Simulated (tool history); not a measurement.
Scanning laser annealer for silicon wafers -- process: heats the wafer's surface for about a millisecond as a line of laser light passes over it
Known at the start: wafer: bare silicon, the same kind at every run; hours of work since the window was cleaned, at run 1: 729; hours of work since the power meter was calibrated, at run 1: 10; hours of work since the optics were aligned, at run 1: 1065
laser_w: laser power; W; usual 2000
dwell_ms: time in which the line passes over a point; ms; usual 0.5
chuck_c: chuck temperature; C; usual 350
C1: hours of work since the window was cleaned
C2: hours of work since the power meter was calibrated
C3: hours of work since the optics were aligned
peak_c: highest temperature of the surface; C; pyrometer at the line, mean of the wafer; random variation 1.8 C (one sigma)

Run 1, hour 0: usual settings; C1 729; C2 10; C3 1065. Result: peak_c 1019 C.
Run 2, hour 19: usual settings; C1 739; C2 20; C3 1075. Result: peak_c 1018 C.
Run 3, hour 33.6: usual settings; C1 747; C2 28; C3 1083. Result: peak_c 1018 C.
Run 4, hour 56.5: usual settings; C1 759; C2 40; C3 1095. Result: peak_c 1016 C.
Run 5, hour 70.7: usual settings; C1 766; C2 47; C3 1103. Result: peak_c 1018 C.
At hour 74.2: window over the wafer cleaned.
Run 6, hour 87.5: usual settings but laser_w 2024 W; C1 7; C2 55; C3 1110. Result: peak_c 1054 C.
Run 7, hour 107.5: usual settings but chuck_c 376 C; C1 18; C2 65; C3 1121. Result: peak_c 1069 C.
Run 8, hour 127.4: usual settings but chuck_c 376 C; C1 28; C2 76; C3 1131. Result: peak_c 1072 C.
Run 9, hour 140.9: usual settings but dwell_ms 0.383 ms, chuck_c 376 C; C1 35; C2 83; C3 1138. Result: peak_c 976 C.
Run 10, hour 161.2: usual settings but dwell_ms 0.383 ms, chuck_c 376 C; C1 46; C2 94; C3 1149. Result: peak_c 977 C.
Run 11, hour 171.1: usual settings but laser_w 2054 W, dwell_ms 0.362 ms, chuck_c 324 C; C1 51; C2 99; C3 1154. Result: peak_c 924 C.
Run 12, hour 181.5: usual settings but laser_w 2054 W, dwell_ms 0.362 ms, chuck_c 324 C; C1 56; C2 104; C3 1160. Result: peak_c 924 C.
Run 13, hour 191.8: usual settings but laser_w 1821 W, dwell_ms 0.362 ms, chuck_c 335 C; C1 62; C2 110; C3 1165. Result: peak_c 864 C.
At hour 198.4: optics aligned, line set to its width.
Run 14, hour 211.9: usual settings but laser_w 1821 W, dwell_ms 0.362 ms, chuck_c 335 C; C1 70; C2 118; C3 7. Result: peak_c 871 C.
Run 15, hour 235.6: usual settings but dwell_ms 0.392 ms, chuck_c 319 C; C1 82; C2 130; C3 20. Result: peak_c 935 C.
Run 16, hour 246.1: usual settings but dwell_ms 0.456 ms, chuck_c 378 C; C1 88; C2 136; C3 25. Result: peak_c 1046 C.
Run 17, hour 258: usual settings but laser_w 2127 W, dwell_ms 0.48 ms, chuck_c 355 C; C1 94; C2 142; C3 31. Result: peak_c 1087 C.
Run 18, hour 273.9: usual settings but laser_w 2127 W, dwell_ms 0.48 ms, chuck_c 355 C; C1 102; C2 150; C3 40. Result: peak_c 1080 C.
Run 19, hour 285.9: usual settings but laser_w 2127 W, dwell_ms 0.403 ms, chuck_c 355 C; C1 109; C2 156; C3 46. Result: peak_c 1019 C.

5 options for the next run, each taken on its own from the tool as it stands now. Forecast them:
Run A, hour 301.6: usual settings but laser_w 1894 W, dwell_ms 0.545 ms, chuck_c 329 C; C1 117; C2 165; C3 54. Result: peak_c ?.
Run B, hour 301.6: usual settings but laser_w 2152 W, dwell_ms 0.438 ms, chuck_c 355 C; C1 117; C2 165; C3 54. Result: peak_c ?.
Run C, hour 301.6: usual settings but laser_w 1869 W, dwell_ms 0.543 ms, chuck_c 369 C; C1 117; C2 165; C3 54. Result: peak_c ?.
Run D, hour 301.6: usual settings but laser_w 1911 W, dwell_ms 0.354 ms, chuck_c 355 C; C1 117; C2 165; C3 54. Result: peak_c ?.
Run E, hour 301.6: usual settings but laser_w 2074 W, dwell_ms 0.394 ms, chuck_c 378 C; C1 117; C2 165; C3 54. Result: peak_c ?.

run  peak_c
  A    1023
  B    1057
  C    1054
  D     911
  E    1015
Had the tool no hidden state, the same runs would have come out as:
run  peak_c
  A    1030
  B    1063
  C    1060
  D     916
  E    1021
